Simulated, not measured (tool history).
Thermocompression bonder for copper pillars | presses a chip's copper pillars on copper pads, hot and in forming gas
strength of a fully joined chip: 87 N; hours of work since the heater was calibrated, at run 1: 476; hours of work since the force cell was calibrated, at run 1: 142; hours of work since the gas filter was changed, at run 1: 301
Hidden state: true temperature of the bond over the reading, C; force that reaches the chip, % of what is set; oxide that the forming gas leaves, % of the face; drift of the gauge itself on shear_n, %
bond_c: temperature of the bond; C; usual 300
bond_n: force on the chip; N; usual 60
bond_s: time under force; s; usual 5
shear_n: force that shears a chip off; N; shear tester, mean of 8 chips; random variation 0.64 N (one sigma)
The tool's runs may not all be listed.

| run | hour | bond_c | bond_n | bond_s | hours of work since the heater was calibrated | hours of work since the force cell was calibrated | hours of work since the gas filter was changed | shear_n |
|---|---|---|---|---|---|---|---|---|
| 1 | 0 | 300 | 60 | 5 | 476 | 142 | 301 | 38.1 |
| 2 | 26.1 | 300 | 60 | 3 | 491 | 157 | 316 | 30.2 |
| 3 | 52.4 | 300 | 60 | 3 | 507 | 173 | 332 | 30.2 |
| 4 | 71.5 | 300 | 60 | 3 | 518 | 184 | 343 | 30.2 |
| 5 | 102.5 | 300 | 60 | 5 | 536 | 202 | 361 | 37.9 |
|  | 118.8 | forming gas filter changed |
| 6 | 135.3 | 300 | 60 | 5 | 555 | 221 | 10 | 38.8 |
| 7 | 167.3 | 300 | 60 | 5 | 574 | 240 | 29 | 38.3 |
| 8 | 188 | 300 | 60 | 5 | 586 | 252 | 41 | 37.5 |
| 9 | 212.2 | 300 | 60 | 5 | 601 | 267 | 55 | 37.7 |
| 10 | 237 | 300 | 60 | 5 | 615 | 281 | 70 | 38.4 |
| 11 | 261.4 | 300 | 60 | 5 | 630 | 296 | 84 | 38.1 |
| 12 | 281.6 | 329 | 60 | 4 | 641 | 308 | 96 | 48.5 |
| 13 | 313.7 | 299 | 84 | 4 | 660 | 326 | 115 | 42.5 |
| 14 | 330.9 | 285 | 54 | 13 | 671 | 337 | 125 | 39.4 |
| 15 | 360.9 | 300 | 57 | 11 | 688 | 354 | 143 | 46.7 |
| 16 | 384.9 | 314 | 37 | 4 | 702 | 368 | 157 | 30.9 |
| 17 | 419.5 | 314 | 37 | 4 | 723 | 389 | 177 | 29.9 |
| 18 | 449.8 | 291 | 37 | 4 | 741 | 407 | 195 | 20.7 |
| 19 | 471.2 | 318 | 36 | 10 | 753 | 419 | 208 | 43.2 |

Forecast each of these 5 alternatives for the next run:
| A | 486.8 | 318 | 70 | 3 | 763 | 429 | 217 | ? |
| B | 486.8 | 318 | 41 | 10 | 763 | 429 | 217 | ? |
| C | 486.8 | 300 | 65 | 12 | 763 | 429 | 217 | ? |
| D | 486.8 | 300 | 60 | 10 | 763 | 429 | 217 | ? |
| E | 486.8 | 289 | 82 | 7 | 763 | 429 | 217 | ? |

| run | shear_n |
|---|---|
| A | 42.3 |
| B | 45.9 |
| C | 51.2 |
| D | 45.5 |
| E | 42.8 |
Without the tool's hidden state the same runs would have given:
| run | shear_n |
|---|---|
| A | 47 |
| B | 50.8 |
| C | 56.4 |
| D | 50.4 |
| E | 47.9 |
